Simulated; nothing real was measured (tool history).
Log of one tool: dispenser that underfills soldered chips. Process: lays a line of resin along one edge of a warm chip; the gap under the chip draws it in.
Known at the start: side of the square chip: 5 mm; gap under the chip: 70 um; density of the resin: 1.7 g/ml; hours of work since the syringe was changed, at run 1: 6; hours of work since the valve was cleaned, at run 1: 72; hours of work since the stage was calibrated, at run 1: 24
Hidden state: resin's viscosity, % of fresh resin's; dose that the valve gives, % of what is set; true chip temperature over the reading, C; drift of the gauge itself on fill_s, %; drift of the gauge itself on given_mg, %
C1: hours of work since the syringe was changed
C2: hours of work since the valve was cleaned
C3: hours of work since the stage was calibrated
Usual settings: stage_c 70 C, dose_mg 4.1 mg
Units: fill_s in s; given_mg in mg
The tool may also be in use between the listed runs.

run 1 day=0 | stage_c=70 dose_mg=4.1 | C1=6 C2=72 C3=24 | fill_s=35.5 given_mg=3.9
-- day=0.138 new syringe of resin
run 2 day=0.542 | stage_c=65 dose_mg=4.1 | C1=7 C2=82 C3=33 | fill_s=46.1 given_mg=3.89
-- day=0.654 new syringe of resin
run 3 day=0.808 | stage_c=65 dose_mg=4.1 | C1=3 C2=86 C3=38 | fill_s=32.7 given_mg=3.86
-- day=1.15 new syringe of resin
run 4 day=1.15 | stage_c=70 dose_mg=4.1 | C1=0 C2=91 C3=43 | fill_s=21.7 given_mg=3.89
run 5 day=1.454 | stage_c=70 dose_mg=4.1 | C1=5 C2=97 C3=49 | fill_s=32.5 given_mg=3.83
-- day=1.642 new syringe of resin
run 6 day=1.946 | stage_c=70 dose_mg=4.1 | C1=5 C2=105 C3=57 | fill_s=32.7 given_mg=3.83
-- day=2.146 new syringe of resin
run 7 day=2.412 | stage_c=70 dose_mg=4.1 | C1=5 C2=113 C3=65 | fill_s=30.2 given_mg=3.81
-- day=2.646 new syringe of resin
run 8 day=2.671 | stage_c=70 dose_mg=4.07 | C1=0 C2=117 C3=69 | fill_s=22.1 given_mg=3.74
run 9 day=2.925 | stage_c=70 dose_mg=4.07 | C1=5 C2=121 C3=73 | fill_s=32.1 given_mg=3.75
-- day=3.158 new syringe of resin
run 10 day=3.488 | stage_c=59 dose_mg=3.71 | C1=6 C2=131 C3=83 | fill_s=55.7 given_mg=3.39
-- day=3.604 dispensing valve cleaned and set on the balance
-- day=3.696 new syringe of resin
run 11 day=3.996 | stage_c=59 dose_mg=3.71 | C1=5 C2=6 C3=90 | fill_s=53.6 given_mg=3.7
-- day=4.204 new syringe of resin
run 12 day=4.388 | stage_c=59 dose_mg=3.71 | C1=3 C2=13 C3=97 | fill_s=44.8 given_mg=3.63
-- day=4.692 new syringe of resin
run 13 day=4.775 | stage_c=85 dose_mg=4.59 | C1=1 C2=19 C3=103 | fill_s=12.6 given_mg=4.5
-- day=5.179 new syringe of resin
run 14 day=5.342 | stage_c=71 dose_mg=4.45 | C1=3 C2=29 C3=113 | fill_s=24.5 given_mg=4.37
run 15 day=5.583 | stage_c=71 dose_mg=3.66 | C1=7 C2=33 C3=117 | fill_s=35.3 given_mg=3.58
-- day=5.675 new syringe of resin
run 16 day=6.142 | stage_c=71 dose_mg=3.66 | C1=8 C2=42 C3=126 | fill_s=39 given_mg=3.55

How the hidden state differs across the entries between the runs, from the last listed run before each to the first after it:
Between runs 1 and 2: new syringe of resin (day 0.138)
  resin's viscosity, % of fresh resin's: 167.4 -> 174.8; dose that the valve gives, % of what is set: 95.4 -> 94.84; true chip temperature over the reading, C: 0.02 -> 0.08
  measured less the result without the state, fill_s: +14.6 -> +20.2 s; given_mg: -0.19 -> -0.21 mg
Between runs 2 and 3: new syringe of resin (day 0.654)
  resin's viscosity, % of fresh resin's: 174.8 -> 123.1; dose that the valve gives, % of what is set: 94.84 -> 94.56; true chip temperature over the reading, C: 0.08 -> 0.11
  measured less the result without the state, fill_s: +20.2 -> +6.4 s; given_mg: -0.21 -> -0.22 mg
Between runs 3 and 4: new syringe of resin (day 1.15)
  resin's viscosity, % of fresh resin's: 123.1 -> 99.8; dose that the valve gives, % of what is set: 94.56 -> 94.22; true chip temperature over the reading, C: 0.11 -> 0.15
  measured less the result without the state, fill_s: +6.4 -> +0.2 s; given_mg: -0.22 -> -0.24 mg
Between runs 5 and 6: new syringe of resin (day 1.642)
  resin's viscosity, % of fresh resin's: 151.5 -> 151.6; dose that the valve gives, % of what is set: 93.89 -> 93.36; true chip temperature over the reading, C: 0.19 -> 0.25
  measured less the result without the state, fill_s: +11.1 -> +11.3 s; given_mg: -0.25 -> -0.27 mg
Between runs 6 and 7: new syringe of resin (day 2.146)
  resin's viscosity, % of fresh resin's: 151.6 -> 144.7; dose that the valve gives, % of what is set: 93.36 -> 92.89; true chip temperature over the reading, C: 0.25 -> 0.31
  measured less the result without the state, fill_s: +11.3 -> +9.6 s; given_mg: -0.27 -> -0.3 mg
Between runs 7 and 8: new syringe of resin (day 2.646)
  resin's viscosity, % of fresh resin's: 144.7 -> 105.6; dose that the valve gives, % of what is set: 92.89 -> 92.65; true chip temperature over the reading, C: 0.31 -> 0.34
  measured less the result without the state, fill_s: +9.6 -> +1.3 s; given_mg: -0.3 -> -0.3 mg
Between runs 9 and 10: new syringe of resin (day 3.158)
  resin's viscosity, % of fresh resin's: 149.1 -> 158.4; dose that the valve gives, % of what is set: 92.41 -> 91.84; true chip temperature over the reading, C: 0.37 -> 0.44
  measured less the result without the state, fill_s: +10.5 -> +21 s; given_mg: -0.31 -> -0.3 mg
Between runs 10 and 11: dispensing valve cleaned and set on the balance (day 3.604); new syringe of resin (day 3.696)
  resin's viscosity, % of fresh resin's: 158.4 -> 153.4; dose that the valve gives, % of what is set: 91.84 -> 99.43; true chip temperature over the reading, C: 0.44 -> 0.49
  measured less the result without the state, fill_s: +21 -> +17.9 s; given_mg: -0.3 -> -0.02 mg
Between runs 11 and 12: new syringe of resin (day 4.204)
  resin's viscosity, % of fresh resin's: 153.4 -> 129.7; dose that the valve gives, % of what is set: 99.43 -> 98.99; true chip temperature over the reading, C: 0.49 -> 0.53
  measured less the result without the state, fill_s: +17.9 -> +9.6 s; given_mg: -0.02 -> -0.04 mg
Between runs 12 and 13: new syringe of resin (day 4.692)
  resin's viscosity, % of fresh resin's: 129.7 -> 114.2; dose that the valve gives, % of what is set: 98.99 -> 98.61; true chip temperature over the reading, C: 0.53 -> 0.58
  measured less the result without the state, fill_s: +9.6 -> +1.3 s; given_mg: -0.04 -> -0.07 mg
Between runs 13 and 14: new syringe of resin (day 5.179)
  resin's viscosity, % of fresh resin's: 114.2 -> 126.4; dose that the valve gives, % of what is set: 98.61 -> 98.01; true chip temperature over the reading, C: 0.58 -> 0.65
  measured less the result without the state, fill_s: +1.3 -> +4.7 s; given_mg: -0.07 -> -0.09 mg
Between runs 15 and 16: new syringe of resin (day 5.675)
  resin's viscosity, % of fresh resin's: 176.1 -> 190.3; dose that the valve gives, % of what is set: 97.75 -> 97.19; true chip temperature over the reading, C: 0.67 -> 0.74
  measured less the result without the state, fill_s: +15.1 -> +18 s; given_mg: -0.08 -> -0.1 mg
